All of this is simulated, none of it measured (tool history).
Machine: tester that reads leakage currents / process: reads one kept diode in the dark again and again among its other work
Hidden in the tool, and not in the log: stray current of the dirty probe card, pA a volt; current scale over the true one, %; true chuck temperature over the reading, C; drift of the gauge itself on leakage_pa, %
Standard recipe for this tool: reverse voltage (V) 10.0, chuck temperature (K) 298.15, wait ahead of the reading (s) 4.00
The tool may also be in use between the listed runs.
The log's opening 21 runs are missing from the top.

run	day	reverse voltage (V)	chuck temperature (K)	wait ahead of the reading (s)	hours of work since the probe card was cleaned	hours of work since the tester was calibrated	hours of work since the chuck was calibrated	current that the tester gives (pA)
22	34.029	10.0	295.15	4.00	1523	1213	1326	232.24
23	35.029	1.1	300.15	0.30	1536	1226	1339	109.53
24	36.108	10.0	298.15	0.49	1550	1240	1353	312.90
25	38.000	15.1	299.15	4.00	1575	1264	1378	427.61
# day 39.892: chuck's temperature calibrated
26	40.179	6.4	324.15	0.78	1602	1292	4	1910.45
27	42.217	17.3	302.15	4.00	1629	1318	30	496.51
28	43.429	1.6	308.15	4.00	1644	1334	46	226.15
29	45.133	10.0	294.15	4.00	1667	1356	68	177.43
30	46.262	12.9	327.15	0.80	1681	1371	83	3585.28
31	48.404	12.9	293.15	0.80	1709	1399	111	193.00
32	49.650	12.9	330.15	0.80	1725	1415	127	4596.20
33	50.850	3.0	321.15	2.53	1741	1430	143	997.61
34	51.729	3.4	298.15	0.60	1752	1442	154	142.48
35	53.092	3.4	298.15	0.60	1770	1460	172	143.00
36	54.292	2.2	332.15	0.60	1786	1475	187	2060.20
37	55.717	2.2	332.15	0.60	1804	1494	206	2073.89
38	57.608	2.2	295.15	0.60	1829	1518	231	85.54
39	58.975	10.0	298.15	5.93	1847	1536	248	264.19
40	60.412	10.0	329.15	4.00	1865	1555	267	3750.38

Consider 3 possible next runs. They are alternatives, not a sequence: every one starts from the tool as it was left by run 40. What does each give?
A	61.721	10.0	329.15	0.68	1882	1572	284	?
B	61.721	9.4	305.15	2.09	1882	1572	284	?
C	61.721	3.7	316.15	4.00	1882	1572	284	?

run	current that the tester gives (pA)
A	3782.94
B	481.01
C	753.61
Without the tool's unlogged condition, the same runs would have read:
run	current that the tester gives (pA)
A	3551.39
B	435.06
C	701.61
